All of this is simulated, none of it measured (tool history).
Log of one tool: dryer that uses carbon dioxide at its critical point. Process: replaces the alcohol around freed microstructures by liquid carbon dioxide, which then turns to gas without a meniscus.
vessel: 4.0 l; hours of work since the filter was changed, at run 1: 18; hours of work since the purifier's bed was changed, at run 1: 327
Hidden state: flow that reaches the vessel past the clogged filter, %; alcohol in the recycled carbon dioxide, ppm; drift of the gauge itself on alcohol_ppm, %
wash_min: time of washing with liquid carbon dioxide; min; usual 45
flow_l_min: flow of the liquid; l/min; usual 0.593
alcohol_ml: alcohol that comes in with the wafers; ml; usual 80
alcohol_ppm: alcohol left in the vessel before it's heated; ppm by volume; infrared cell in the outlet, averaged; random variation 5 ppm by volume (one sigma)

| run | hour | wash_min | flow_l_min | alcohol_ml | hours of work since the filter was changed | hours of work since the purifier's bed was changed | alcohol_ppm |
|---|---|---|---|---|---|---|---|
| 1 | 0 | 45 | 0.593 | 80 | 18 | 327 | 133 |
| 2 | 31.7 | 45 | 0.593 | 80 | 42 | 350 | 152 |
| 3 | 86.9 | 45 | 0.593 | 23 | 83 | 391 | 144 |
| 4 | 137.3 | 45 | 0.593 | 26 | 120 | 429 | 143 |
| 5 | 165.2 | 45 | 0.593 | 26 | 141 | 449 | 161 |
| 6 | 198.3 | 45 | 0.593 | 80 | 165 | 474 | 195 |
| 7 | 237 | 45 | 0.564 | 80 | 194 | 503 | 229 |
| 8 | 279.3 | 45 | 0.593 | 80 | 225 | 534 | 225 |
| 9 | 334.4 | 45 | 0.593 | 80 | 266 | 575 | 247 |
| 10 | 390.1 | 27 | 0.774 | 41 | 307 | 616 | 284 |
| 11 | 442.9 | 27 | 0.774 | 41 | 346 | 655 | 299 |
| 12 | 499.7 | 42 | 0.774 | 41 | 388 | 697 | 228 |
| 13 | 549.3 | 64 | 0.904 | 34 | 425 | 734 | 238 |
| 14 | 602.9 | 64 | 0.904 | 34 | 465 | 774 | 252 |
| 15 | 633.7 | 45 | 0.483 | 31 | 488 | 796 | 343 |

3 ways to go on from here, each from the tool as it stands after run 15. What would each give?
|  | 698.3 | purifier's bed changed |
| A | 702.9 | 64 | 0.593 | 80 | 537 | 3 | ? |
|  | 698.3 | purifier's bed changed |
| B | 702.9 | 45 | 0.759 | 80 | 537 | 3 | ? |
|  | 698.3 | purifier's bed changed |
| C | 702.9 | 45 | 0.727 | 31 | 537 | 3 | ? |

| run | alcohol_ppm |
|---|---|
| A | 14 |
| B | 22 |
| C | 12 |
Without the tool's hidden state the same runs would have given:
| run | alcohol_ppm |
|---|---|
| A | 8 |
| B | 12 |
| C | 6 |
